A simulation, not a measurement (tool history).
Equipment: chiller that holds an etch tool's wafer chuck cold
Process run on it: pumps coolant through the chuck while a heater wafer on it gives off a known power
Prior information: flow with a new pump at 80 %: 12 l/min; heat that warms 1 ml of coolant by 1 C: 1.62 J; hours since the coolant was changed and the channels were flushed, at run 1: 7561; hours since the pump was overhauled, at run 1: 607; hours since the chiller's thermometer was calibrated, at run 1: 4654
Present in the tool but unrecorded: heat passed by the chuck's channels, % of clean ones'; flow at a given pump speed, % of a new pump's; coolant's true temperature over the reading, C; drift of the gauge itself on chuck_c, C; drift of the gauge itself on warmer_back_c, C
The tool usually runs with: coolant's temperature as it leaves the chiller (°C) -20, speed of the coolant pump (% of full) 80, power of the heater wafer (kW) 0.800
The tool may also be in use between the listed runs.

run    hour  coolant's temperature as it leaves the chiller (°C)  speed of the coolant pump (% of full)  power of the heater wafer (kW)  hours since the coolant was changed and the channels were flushed  hours since the pump was overhauled  hours since the chiller's thermometer was calibrated  chuck's temperature once it has settled (°C)  how much warmer the coolant comes back (C)
  1     0.0                                                  -20                                     80                           0.800                                                               7561                                  607                                                  4654                                         -12.6                                        2.40
  2    36.2                                                  -20                                     80                           0.634                                                               7598                                  644                                                  4691                                         -14.2                                        1.97
  3    76.3                                                  -20                                     80                           0.634                                                               7638                                  684                                                  4731                                         -14.1                                        2.04
  4   104.9                                                  -20                                     80                           0.800                                                               7666                                  712                                                  4759                                         -12.7                                        2.45
  5   172.4                                                  -20                                     80                           0.800                                                               7734                                  780                                                  4827                                         -12.9                                        2.46
  6   210.7                                                  -20                                     80                           0.800                                                               7772                                  818                                                  4865                                         -12.6                                        2.42
  7   279.9                                                  -20                                     80                           0.800                                                               7841                                  887                                                  4934                                         -12.7                                        2.47
      291.1  -- coolant pump overhauled
  8   329.5                                                  -20                                     80                           0.800                                                               7886                                   38                                                  4979                                         -12.6                                        2.43
      349.4  -- coolant changed, channels flushed
  9   373.9                                                  -20                                     64                           0.800                                                                 25                                   77                                                  5017                                         -12.7                                        3.12
 10   421.3                                                  -20                                     80                           0.800                                                                 72                                  124                                                  5065                                         -13.8                                        2.51
      435.1  -- coolant pump overhauled, once more
 11   482.1                                                  -27                                     80                           0.800                                                                128                                   47                                                  5121                                         -21.0                                        2.44
 12   525.4                                                  -27                                     80                           0.800                                                                171                                   90                                                  5164                                         -20.9                                        2.43
 13   594.7                                                  -27                                     81                           0.785                                                                240                                  160                                                  5233                                         -21.1                                        2.37
 14   632.9                                                  -27                                     81                           0.785                                                                278                                  198                                                  5271                                         -21.2                                        2.37
 15   665.0                                                  -27                                     81                           0.785                                                                311                                  230                                                  5303                                         -21.0                                        2.36
 16   727.2                                                  -26                                     90                           0.624                                                                373                                  292                                                  5366                                         -21.4                                        1.71
 17   772.9                                                  -26                                     90                           0.624                                                                418                                  338                                                  5411                                         -21.6                                        1.74
      797.7  -- chiller's thermometer calibrated
 18   806.2                                                  -26                                     90                           0.624                                                                451                                  370                                                     8                                         -22.0                                        1.69
 19   841.1                                                  -26                                     92                           0.624                                                                486                                  405                                                    43                                         -22.3                                        1.67
 20   871.5                                                  -26                                     92                           0.624                                                                516                                  435                                                    74                                         -22.1                                        1.69
 21   941.0                                                  -20                                     79                           1.083                                                                586                                  505                                                   143                                         -12.1                                        3.41
 22  1003.9                                                  -21                                     74                           0.890                                                                648                                  568                                                   206                                         -14.1                                        3.00

Branching from run 22: 3 alternative next runs. What would each branch give?
  A  1045.1                                                  -20                                     81                           0.591                                                                690                                  609                                                   247                                             ?                                           ?
  B  1045.1                                                  -21                                     74                           0.415                                                                690                                  609                                                   247                                             ?                                           ?
  C  1045.1                                                  -22                                     80                           0.810                                                                690                                  609                                                   247                                             ?                                           ?

run  chuck's temperature once it has settled (°C)  how much warmer the coolant comes back (C)
  A                                         -15.7                                        1.80
  B                                         -17.9                                        1.34
  C                                         -16.2                                        2.49
Stripped of hidden state, with their random variation kept, the same runs would have yielded:
run  chuck's temperature once it has settled (°C)  how much warmer the coolant comes back (C)
  A                                         -15.8                                        1.80
  B                                         -17.9                                        1.34
  C                                         -16.3                                        2.49
